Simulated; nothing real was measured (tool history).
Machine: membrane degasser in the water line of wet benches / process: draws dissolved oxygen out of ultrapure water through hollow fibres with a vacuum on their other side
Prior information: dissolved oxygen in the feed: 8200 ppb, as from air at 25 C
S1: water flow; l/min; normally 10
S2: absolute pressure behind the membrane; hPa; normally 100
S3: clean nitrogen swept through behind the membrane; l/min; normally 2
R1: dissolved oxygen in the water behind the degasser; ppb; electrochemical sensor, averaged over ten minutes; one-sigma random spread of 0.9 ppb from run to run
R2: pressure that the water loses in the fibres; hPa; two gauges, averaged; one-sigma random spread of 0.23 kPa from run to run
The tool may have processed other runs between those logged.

Run 1, hour 0: usual settings. Result: R1 87.3 ppb, R2 603.2 hPa.
Run 2, hour 38.9: usual settings but S2 86 hPa. Result: R1 69.2 ppb, R2 597.6 hPa.
Run 3, hour 75.7: usual settings but S2 86 hPa. Result: R1 69.1 ppb, R2 599.7 hPa.
Run 4, hour 99.6: usual settings but S2 86 hPa. Result: R1 69.3 ppb, R2 601.9 hPa.
Run 5, hour 153: usual settings but S1 6 l/min. Result: R1 52.2 ppb, R2 359 hPa.
Run 6, hour 181.1: usual settings. Result: R1 87.5 ppb, R2 602.2 hPa.
Run 7, hour 203.4: usual settings. Result: R1 87 ppb, R2 598.7 hPa.
Run 8, hour 246.2: usual settings. Result: R1 86.5 ppb, R2 604.1 hPa.
Run 9, hour 298.5: usual settings. Result: R1 86.4 ppb, R2 596.7 hPa.
Run 10, hour 340.4: usual settings but S1 16 l/min. Result: R1 139.3 ppb, R2 960.4 hPa.
Run 11, hour 378.1: usual settings but S1 16 l/min. Result: R1 142.4 ppb, R2 964.1 hPa.
Run 12, hour 409.9: usual settings. Result: R1 86.3 ppb, R2 605.6 hPa.
Run 13, hour 450.7: usual settings. Result: R1 86.4 ppb, R2 608.8 hPa.
Run 14, hour 502.3: usual settings but S3 3.5 l/min. Result: R1 51 ppb, R2 607.2 hPa.
Run 15, hour 528.4: usual settings but S2 92 hPa. Result: R1 76.7 ppb, R2 598.6 hPa.
Run 16, hour 577.4: usual settings but S2 92 hPa. Result: R1 76.5 ppb, R2 601.8 hPa.
Run 17, hour 617.2: usual settings but S2 166 hPa, S3 3.02 l/min. Result: R1 113 ppb, R2 604.7 hPa.
Run 18, hour 652.9: usual settings but S1 11 l/min, S2 77 hPa. Result: R1 65.8 ppb, R2 658.9 hPa.
Run 19, hour 679.1: usual settings but S1 11 l/min, S2 77 hPa. Result: R1 66.4 ppb, R2 662.8 hPa.
Run 20, hour 709: usual settings but S2 69 hPa, S3 4.71 l/min. Result: R1 23.4 ppb, R2 600.5 hPa.
Run 21, hour 735.5: usual settings but S1 8 l/min, S2 143 hPa, S3 0.93 l/min. Result: R1 228.1 ppb, R2 484.1 hPa.
Run 22, hour 764.3: usual settings but S1 8 l/min, S2 143 hPa, S3 0.93 l/min. Result: R1 228.8 ppb, R2 486.3 hPa.
Run 23, hour 789.6: usual settings but S1 8 l/min, S2 143 hPa, S3 2.92 l/min. Result: R1 77.7 ppb, R2 483 hPa.
Run 24, hour 817.8: usual settings but S2 228 hPa. Result: R1 238.7 ppb, R2 597.8 hPa.
Run 25, hour 865: usual settings but S2 228 hPa. Result: R1 234.5 ppb, R2 606 hPa.
Run 26, hour 895.6: usual settings but S1 6 l/min, S3 3.91 l/min. Result: R1 27.7 ppb, R2 363 hPa.
Run 27, hour 927.9: usual settings but S1 6 l/min, S3 3.91 l/min. Result: R1 27.3 ppb, R2 363.4 hPa.
Run 28, hour 968.3: usual settings but S1 11 l/min, S2 64 hPa, S3 5.32 l/min. Result: R1 21.8 ppb, R2 666.6 hPa.
Run 29, hour 997.9: usual settings but S1 8 l/min, S2 175 hPa, S3 4.68 l/min. Result: R1 63.6 ppb, R2 482.9 hPa.
Run 30, hour 1020.9: usual settings but S2 75 hPa, S3 0.84 l/min. Result: R1 123.6 ppb, R2 601.1 hPa.
Run 31, hour 1049.4: usual settings but S2 180 hPa. Result: R1 185.4 ppb, R2 606.4 hPa.
Run 32, hour 1094: usual settings but S2 67 hPa, S3 1.86 l/min. Result: R1 49.5 ppb, R2 608.5 hPa.

Some steps in R1, run to run, broken into two amounts with sign: the step expected even without the hidden condition (settings, incoming material, random variation), and the rest, left for the hidden condition together with whatever gauge scatter is not in both the measured and the hidden-condition-free result:
Hidden state present: membrane still open, %; true pressure behind the membrane over the reading, kPa; air that leaks in behind the membrane, l/min; drift of the gauge itself on oxygen_ppb, %; drift of the gauge itself on loss_of_pressure_kpa, %.
Run 20 -> 21: S1 10 -> 8, S2 69 -> 143, S3 4.71 -> 0.93. R1 +204.7 ppb: hidden state +2.4, all else +202.3.
Run 23 -> 24: S1 8 -> 10, S2 143 -> 228, S3 2.92 -> 2. R1 +161 ppb: hidden state +1.7, all else +159.3.
Run 25 -> 26: S1 10 -> 6, S2 228 -> 100, S3 2 -> 3.91. R1 -206.8 ppb: hidden state -2.4, all else -204.4.
Run 29 -> 30: S1 8 -> 10, S2 175 -> 75, S3 4.68 -> 0.84. R1 +60 ppb: hidden state +2.1, all else +57.9.
